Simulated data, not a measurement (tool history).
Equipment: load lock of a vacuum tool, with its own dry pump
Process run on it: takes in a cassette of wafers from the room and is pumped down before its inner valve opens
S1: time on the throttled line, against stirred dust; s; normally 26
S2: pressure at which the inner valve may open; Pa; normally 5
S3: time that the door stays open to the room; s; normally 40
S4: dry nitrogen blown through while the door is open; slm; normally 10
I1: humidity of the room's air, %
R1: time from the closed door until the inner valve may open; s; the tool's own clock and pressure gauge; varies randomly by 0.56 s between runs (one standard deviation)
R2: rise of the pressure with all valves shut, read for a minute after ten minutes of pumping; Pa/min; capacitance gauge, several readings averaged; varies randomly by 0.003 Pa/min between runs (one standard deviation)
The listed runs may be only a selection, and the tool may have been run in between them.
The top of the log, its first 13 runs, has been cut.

| run | hour | S1 | S2 | S3 | S4 | I1 | R1 | R2 |
|---|---|---|---|---|---|---|---|---|
| 14 | 3235.5 | 26 | 5 | 40 | 10 | 46.9 | 79.9 | 0.055 |
| 15 | 3455.2 | 26 | 5 | 40 | 10 | 44.2 | 79.5 | 0.048 |
| 16 | 3670.2 | 26 | 5 | 40 | 10 | 47.5 | 79.2 | 0.055 |
| 17 | 3843.0 | 26 | 5 | 61 | 10 | 47.5 | 79.3 | 0.065 |
| 18 | 4051.5 | 26 | 5 | 61 | 10 | 46.2 | 78.3 | 0.057 |
| 19 | 4256.6 | 22 | 8 | 66 | 8 | 39.2 | 73.7 | 0.058 |
| 20 | 4561.3 | 22 | 7 | 66 | 8 | 46.1 | 73.5 | 0.071 |
| 21 | 4803.2 | 39 | 6 | 40 | 10 | 43.9 | 86.7 | 0.051 |
| 22 | 5092.2 | 31 | 5 | 183 | 10 | 48.5 | 83.2 | 0.095 |
| 23 | 5272.0 | 31 | 5 | 183 | 10 | 44.9 | 82.5 | 0.091 |
| 24 | 5451.6 | 26 | 6 | 111 | 10 | 46.4 | 78.0 | 0.077 |
| 25 | 5732.6 | 33 | 6 | 111 | 10 | 42.1 | 83.1 | 0.065 |
| 26 | 5986.2 | 33 | 6 | 111 | 10 | 45.6 | 82.3 | 0.076 |
| 27 | 6170.5 | 26 | 8 | 131 | 10 | 44.2 | 77.1 | 0.077 |
| 28 | 6372.4 | 43 | 5 | 31 | 27 | 45.8 | 91.9 | 0.028 |
| 29 | 6590.2 | 26 | 5 | 193 | 10 | 47.1 | 77.9 | 0.094 |
| 30 | 6854.7 | 15 | 7 | 40 | 30 | 47.0 | 69.1 | 0.029 |
| 31 | 7148.4 | 31 | 6 | 40 | 10 | 43.6 | 82.0 | 0.048 |
| 32 | 7374.9 | 31 | 6 | 40 | 10 | 44.9 | 82.9 | 0.057 |
| 33 | 7658.6 | 15 | 5 | 94 | 18 | 41.5 | 70.8 | 0.053 |
| 34 | 7814.1 | 15 | 5 | 94 | 18 | 44.5 | 72.2 | 0.053 |
| 35 | 8080.4 | 26 | 4 | 40 | 10 | 44.7 | 80.8 | 0.045 |
| 36 | 8251.0 | 35 | 7 | 40 | 10 | 44.2 | 82.9 | 0.060 |

Here are 5 independent what-if runs from the current tool condition. What would each one return?
| A | 8492.6 | 13 | 9 | 40 | 21 | 44.0 | ? | ? |
| B | 8492.6 | 15 | 5 | 110 | 5 | 42.9 | ? | ? |
| C | 8492.6 | 22 | 8 | 40 | 10 | 46.3 | ? | ? |
| D | 8492.6 | 35 | 7 | 122 | 10 | 43.2 | ? | ? |
| E | 8492.6 | 35 | 7 | 40 | 21 | 46.7 | ? | ? |

| run | R1 | R2 |
|---|---|---|
| A | 66.5 | 0.039 |
| B | 71.5 | 0.090 |
| C | 73.4 | 0.049 |
| D | 82.6 | 0.073 |
| E | 83.4 | 0.039 |
With the hidden condition removed and each run's random variation left untouched, the same runs would have given:
| run | R1 | R2 |
|---|---|---|
| A | 66.4 | 0.037 |
| B | 71.4 | 0.088 |
| C | 73.3 | 0.047 |
| D | 82.6 | 0.071 |
| E | 83.4 | 0.037 |
